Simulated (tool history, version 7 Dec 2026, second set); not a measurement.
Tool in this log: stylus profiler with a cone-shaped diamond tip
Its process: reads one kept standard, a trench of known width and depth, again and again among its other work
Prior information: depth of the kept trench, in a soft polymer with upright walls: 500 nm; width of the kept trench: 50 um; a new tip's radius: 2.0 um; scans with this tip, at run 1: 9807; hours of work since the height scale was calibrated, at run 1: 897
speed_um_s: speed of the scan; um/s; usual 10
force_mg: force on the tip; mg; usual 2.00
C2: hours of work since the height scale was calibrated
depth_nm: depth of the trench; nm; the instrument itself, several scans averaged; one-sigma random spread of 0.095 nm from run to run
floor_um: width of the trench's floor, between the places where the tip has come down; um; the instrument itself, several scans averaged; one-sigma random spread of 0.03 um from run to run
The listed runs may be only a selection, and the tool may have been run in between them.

run 1 hour=0.0 | speed_um_s=10 force_mg=2.00 | scans_with_this_tip=9807 C2=897 | depth_nm=504.79 floor_um=46.05
run 2 hour=55.7 | speed_um_s=10 force_mg=2.00 | scans_with_this_tip=10116 C2=925 | depth_nm=504.60 floor_um=46.00
run 3 hour=88.8 | speed_um_s=10 force_mg=2.00 | scans_with_this_tip=10300 C2=942 | depth_nm=504.69 floor_um=46.03
run 4 hour=119.6 | speed_um_s=10 force_mg=2.00 | scans_with_this_tip=10471 C2=958 | depth_nm=504.68 floor_um=46.02
run 5 hour=174.2 | speed_um_s=10 force_mg=1.25 | scans_with_this_tip=10774 C2=986 | depth_nm=502.80 floor_um=45.96
run 6 hour=232.5 | speed_um_s=10 force_mg=1.25 | scans_with_this_tip=11097 C2=1015 | depth_nm=502.79 floor_um=45.89
run 7 hour=276.3 | speed_um_s=4 force_mg=2.00 | scans_with_this_tip=11340 C2=1037 | depth_nm=504.46 floor_um=45.94
-- hour=291.8 height scale calibrated on a step standard
-- hour=331.9 new tip fitted, height scale calibrated
run 8 hour=337.8 | speed_um_s=10 force_mg=2.00 | scans_with_this_tip=33 C2=3 | depth_nm=506.88 floor_um=47.33
run 9 hour=367.5 | speed_um_s=10 force_mg=2.00 | scans_with_this_tip=198 C2=18 | depth_nm=506.79 floor_um=47.29
run 10 hour=405.9 | speed_um_s=10 force_mg=2.00 | scans_with_this_tip=411 C2=38 | depth_nm=506.74 floor_um=47.27
run 11 hour=447.7 | speed_um_s=10 force_mg=2.00 | scans_with_this_tip=643 C2=59 | depth_nm=506.66 floor_um=47.31
run 12 hour=502.2 | speed_um_s=10 force_mg=3.24 | scans_with_this_tip=945 C2=86 | depth_nm=509.25 floor_um=47.24
run 13 hour=550.9 | speed_um_s=10 force_mg=3.24 | scans_with_this_tip=1215 C2=111 | depth_nm=509.04 floor_um=47.13
run 14 hour=584.6 | speed_um_s=11 force_mg=0.75 | scans_with_this_tip=1402 C2=128 | depth_nm=503.34 floor_um=47.10
run 15 hour=637.3 | speed_um_s=11 force_mg=0.75 | scans_with_this_tip=1695 C2=155 | depth_nm=503.33 floor_um=47.09
run 16 hour=699.2 | speed_um_s=2 force_mg=2.88 | scans_with_this_tip=2038 C2=186 | depth_nm=508.14 floor_um=47.07
run 17 hour=748.6 | speed_um_s=26 force_mg=0.80 | scans_with_this_tip=2312 C2=211 | depth_nm=503.37 floor_um=46.97
run 18 hour=791.4 | speed_um_s=26 force_mg=0.80 | scans_with_this_tip=2549 C2=233 | depth_nm=503.27 floor_um=46.88
run 19 hour=853.1 | speed_um_s=26 force_mg=0.80 | scans_with_this_tip=2892 C2=264 | depth_nm=503.32 floor_um=46.83
run 20 hour=906.5 | speed_um_s=27 force_mg=2.00 | scans_with_this_tip=3188 C2=292 | depth_nm=506.39 floor_um=46.85
run 21 hour=960.2 | speed_um_s=4 force_mg=2.00 | scans_with_this_tip=3486 C2=319 | depth_nm=506.12 floor_um=46.91
run 22 hour=1008.6 | speed_um_s=8 force_mg=0.93 | scans_with_this_tip=3754 C2=343 | depth_nm=503.50 floor_um=46.80
run 23 hour=1070.7 | speed_um_s=5 force_mg=2.03 | scans_with_this_tip=4099 C2=375 | depth_nm=506.25 floor_um=46.83
run 24 hour=1111.4 | speed_um_s=27 force_mg=2.03 | scans_with_this_tip=4324 C2=396 | depth_nm=505.98 floor_um=46.72
run 25 hour=1171.7 | speed_um_s=13 force_mg=2.00 | scans_with_this_tip=4659 C2=426 | depth_nm=506.08 floor_um=46.75
run 26 hour=1215.0 | speed_um_s=3 force_mg=3.65 | scans_with_this_tip=4899 C2=448 | depth_nm=509.21 floor_um=46.70

Below are 4 alternative next runs, each starting from the tool's condition after run 26. Predict each:
run A hour=1252.4 | speed_um_s=10 force_mg=0.89 | scans_with_this_tip=5107 C2=467 | depth_nm=? floor_um=?
run B hour=1252.4 | speed_um_s=4 force_mg=0.77 | scans_with_this_tip=5107 C2=467 | depth_nm=? floor_um=?
run C hour=1252.4 | speed_um_s=6 force_mg=5.73 | scans_with_this_tip=5107 C2=467 | depth_nm=? floor_um=?
run D hour=1252.4 | speed_um_s=5 force_mg=3.65 | scans_with_this_tip=5107 C2=467 | depth_nm=? floor_um=?

run=A depth_nm=503.04 floor_um=46.68
run=B depth_nm=502.94 floor_um=46.66
run=C depth_nm=512.48 floor_um=46.68
run=D depth_nm=509.01 floor_um=46.73
Without the tool's unlogged condition, the same runs would have read:
run=A depth_nm=503.64 floor_um=47.33
run=B depth_nm=503.54 floor_um=47.32
run=C depth_nm=513.09 floor_um=47.34
run=D depth_nm=509.62 floor_um=47.38
